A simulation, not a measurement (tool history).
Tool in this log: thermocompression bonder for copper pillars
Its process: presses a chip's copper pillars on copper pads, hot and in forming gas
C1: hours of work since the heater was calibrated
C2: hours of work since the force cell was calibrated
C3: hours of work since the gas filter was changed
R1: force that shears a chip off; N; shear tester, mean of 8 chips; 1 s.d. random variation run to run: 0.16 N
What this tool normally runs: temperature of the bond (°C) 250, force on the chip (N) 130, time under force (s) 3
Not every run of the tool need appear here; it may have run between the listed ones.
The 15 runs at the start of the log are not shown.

{"run": 16, "hour": 99.6, "temperature of the bond (°C)": 263, "force on the chip (N)": 130, "time under force (s)": 3, "C1": 227, "C2": 195, "C3": 310, "R1": 63.1}
{"run": 17, "hour": 108.2, "temperature of the bond (°C)": 250, "force on the chip (N)": 130, "time under force (s)": 3, "C1": 234, "C2": 202, "C3": 317, "R1": 55.3}
{"run": 18, "hour": 113.4, "temperature of the bond (°C)": 241, "force on the chip (N)": 130, "time under force (s)": 3, "C1": 238, "C2": 206, "C3": 321, "R1": 50.1}
{"run": 19, "hour": 120.5, "temperature of the bond (°C)": 241, "force on the chip (N)": 130, "time under force (s)": 3, "C1": 243, "C2": 211, "C3": 326, "R1": 49.8}
{"run": 20, "hour": 126.0, "temperature of the bond (°C)": 241, "force on the chip (N)": 130, "time under force (s)": 3, "C1": 247, "C2": 215, "C3": 331, "R1": 49.8}
{"run": 21, "hour": 136.3, "temperature of the bond (°C)": 240, "force on the chip (N)": 141, "time under force (s)": 3, "C1": 255, "C2": 223, "C3": 338, "R1": 52.0}
{"run": 22, "hour": 144.2, "temperature of the bond (°C)": 240, "force on the chip (N)": 141, "time under force (s)": 3, "C1": 261, "C2": 229, "C3": 345, "R1": 51.7}
{"run": 23, "hour": 153.5, "temperature of the bond (°C)": 240, "force on the chip (N)": 141, "time under force (s)": 3, "C1": 268, "C2": 236, "C3": 352, "R1": 51.9}
{"run": 24, "hour": 161.2, "temperature of the bond (°C)": 247, "force on the chip (N)": 78, "time under force (s)": 3, "C1": 274, "C2": 242, "C3": 357, "R1": 38.8}
{"run": 25, "hour": 169.8, "temperature of the bond (°C)": 242, "force on the chip (N)": 116, "time under force (s)": 3, "C1": 281, "C2": 249, "C3": 364, "R1": 47.0}
{"run": 26, "hour": 179.9, "temperature of the bond (°C)": 271, "force on the chip (N)": 110, "time under force (s)": 2, "C1": 288, "C2": 256, "C3": 372, "R1": 54.7}
{"run": 27, "hour": 186.5, "temperature of the bond (°C)": 271, "force on the chip (N)": 110, "time under force (s)": 2, "C1": 294, "C2": 261, "C3": 377, "R1": 54.5}
{"run": 28, "hour": 194.2, "temperature of the bond (°C)": 271, "force on the chip (N)": 110, "time under force (s)": 2, "C1": 299, "C2": 267, "C3": 383, "R1": 54.3}

What does the tool deliver on the next run?
{"run": 29, "hour": 202.0, "temperature of the bond (°C)": 274, "force on the chip (N)": 122, "time under force (s)": 5, "C1": 305, "C2": 273, "C3": 389, "R1": "?"}

R1: 76.6 N
Were there no unlogged condition in the tool, this run, its random variation unchanged, would have produced R1 78.5 N.
